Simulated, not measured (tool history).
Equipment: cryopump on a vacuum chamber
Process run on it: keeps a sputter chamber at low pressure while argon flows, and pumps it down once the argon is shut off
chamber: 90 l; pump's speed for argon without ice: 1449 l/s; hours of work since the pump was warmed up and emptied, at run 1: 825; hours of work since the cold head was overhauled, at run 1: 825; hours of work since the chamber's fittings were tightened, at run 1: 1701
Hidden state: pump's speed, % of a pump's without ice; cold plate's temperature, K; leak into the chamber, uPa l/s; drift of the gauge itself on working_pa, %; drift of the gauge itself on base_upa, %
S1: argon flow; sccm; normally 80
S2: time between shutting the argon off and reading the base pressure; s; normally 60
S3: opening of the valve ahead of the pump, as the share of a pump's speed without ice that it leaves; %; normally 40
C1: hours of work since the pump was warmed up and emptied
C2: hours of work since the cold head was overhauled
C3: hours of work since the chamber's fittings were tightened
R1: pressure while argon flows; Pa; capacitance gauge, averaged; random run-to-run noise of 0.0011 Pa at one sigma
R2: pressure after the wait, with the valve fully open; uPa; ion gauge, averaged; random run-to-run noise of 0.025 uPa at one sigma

run 1 hour=0 | S1=80 S2=60 S3=40 | C1=825 C2=825 C3=1701 | R1=0.2627 R2=2.87
run 2 hour=76.9 | S1=80 S2=60 S3=40 | C1=894 C2=894 C3=1770 | R1=0.2674 R2=2.95
run 3 hour=149.9 | S1=80 S2=60 S3=40 | C1=959 C2=959 C3=1835 | R1=0.2682 R2=3.08
run 4 hour=207.6 | S1=80 S2=60 S3=40 | C1=1011 C2=1011 C3=1887 | R1=0.2716 R2=3.16
run 5 hour=309.9 | S1=80 S2=60 S3=40 | C1=1103 C2=1103 C3=1979 | R1=0.2786 R2=3.35
-- hour=327.9 pump warmed up, emptied and cooled again
run 6 hour=413.9 | S1=80 S2=60 S3=40 | C1=77 C2=1192 C3=2068 | R1=0.2385 R2=2.72
run 7 hour=481.8 | S1=80 S2=60 S3=40 | C1=138 C2=1252 C3=2128 | R1=0.2391 R2=2.82
run 8 hour=535.9 | S1=81 S2=60 S3=40 | C1=186 C2=1301 C3=2177 | R1=0.2433 R2=2.9
run 9 hour=593.8 | S1=81 S2=82 S3=45 | C1=238 C2=1353 C3=2229 | R1=0.2191 R2=2.75
run 10 hour=655.3 | S1=130 S2=132 S3=37 | C1=293 C2=1408 C3=2284 | R1=0.4266 R2=2.61
run 11 hour=704.4 | S1=43 S2=32 S3=52 | C1=337 C2=1452 C3=2328 | R1=0.1032 R2=3.81
run 12 hour=798.2 | S1=78 S2=28 S3=53 | C1=421 C2=1536 C3=2412 | R1=0.1882 R2=4.16
run 13 hour=889 | S1=78 S2=22 S3=53 | C1=503 C2=1617 C3=2493 | R1=0.1901 R2=4.58

Predict the results of run 14:
run 14 hour=934.1 | S1=78 S2=22 S3=19 | C1=543 C2=1658 C3=2534 | R1=? R2=?

Run 14 produced R1 0.5018 Pa, R2 4.8 uPa.
Had the tool carried no hidden state, the very same run would have given R1 0.4813 Pa, R2 2.25 uPa.
